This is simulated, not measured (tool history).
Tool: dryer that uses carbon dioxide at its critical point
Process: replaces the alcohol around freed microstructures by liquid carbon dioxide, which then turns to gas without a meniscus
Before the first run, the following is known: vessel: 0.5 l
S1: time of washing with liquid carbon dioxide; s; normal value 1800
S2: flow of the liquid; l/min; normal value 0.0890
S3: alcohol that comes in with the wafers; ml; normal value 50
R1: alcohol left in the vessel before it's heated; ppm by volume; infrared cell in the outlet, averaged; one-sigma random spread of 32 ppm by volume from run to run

{"run": 1, "hour": 0.0, "S1": 1800, "S2": 0.089, "S3": 50, "R1": 3753}
{"hour": 18.6, "done": "inlet filter changed"}
{"run": 2, "hour": 20.5, "S1": 1800, "S2": 0.089, "S3": 50, "R1": 2158}
{"run": 3, "hour": 41.6, "S1": 1800, "S2": 0.089, "S3": 50, "R1": 2313}
{"run": 4, "hour": 62.3, "S1": 1800, "S2": 0.089, "S3": 50, "R1": 2329}
{"run": 5, "hour": 96.5, "S1": 1800, "S2": 0.089, "S3": 50, "R1": 2521}
{"run": 6, "hour": 130.8, "S1": 1800, "S2": 0.089, "S3": 50, "R1": 2691}
{"run": 7, "hour": 149.9, "S1": 1800, "S2": 0.089, "S3": 71, "R1": 4018}
{"run": 8, "hour": 184.3, "S1": 2400, "S2": 0.1228, "S3": 50, "R1": 191}
{"run": 9, "hour": 210.7, "S1": 2460, "S2": 0.1228, "S3": 50, "R1": 189}
{"run": 10, "hour": 244.7, "S1": 2460, "S2": 0.0722, "S3": 50, "R1": 2294}
{"run": 11, "hour": 263.4, "S1": 2400, "S2": 0.0799, "S3": 65, "R1": 2293}
{"run": 12, "hour": 287.2, "S1": 2400, "S2": 0.0799, "S3": 65, "R1": 2533}
{"run": 13, "hour": 315.9, "S1": 2400, "S2": 0.0799, "S3": 65, "R1": 2642}
{"run": 14, "hour": 340.3, "S1": 1980, "S2": 0.0989, "S3": 50, "R1": 2046}

5 options for the next run, each taken on its own from the tool as it stands now. Forecast them:
{"hour": 344.0, "done": "inlet filter changed"}
{"run": "A", "hour": 363.6, "S1": 1980, "S2": 0.0984, "S3": 50, "R1": "?"}
{"hour": 344.0, "done": "inlet filter changed"}
{"run": "B", "hour": 363.6, "S1": 1800, "S2": 0.0758, "S3": 82, "R1": "?"}
{"hour": 344.0, "done": "inlet filter changed"}
{"run": "C", "hour": 363.6, "S1": 2760, "S2": 0.0634, "S3": 46, "R1": "?"}
{"hour": 344.0, "done": "inlet filter changed"}
{"run": "D", "hour": 363.6, "S1": 2820, "S2": 0.089, "S3": 50, "R1": "?"}
{"hour": 344.0, "done": "inlet filter changed"}
{"run": "E", "hour": 363.6, "S1": 1800, "S2": 0.1392, "S3": 35, "R1": "?"}

run=A R1=1039
run=B R1=6434
run=C R1=1442
run=D R1=311
run=E R1=231
Stripped of hidden state, with their random variation kept, the same runs would have yielded:
run=A R1=943
run=B R1=6096
run=C R1=1327
run=D R1=258
run=E R1=186

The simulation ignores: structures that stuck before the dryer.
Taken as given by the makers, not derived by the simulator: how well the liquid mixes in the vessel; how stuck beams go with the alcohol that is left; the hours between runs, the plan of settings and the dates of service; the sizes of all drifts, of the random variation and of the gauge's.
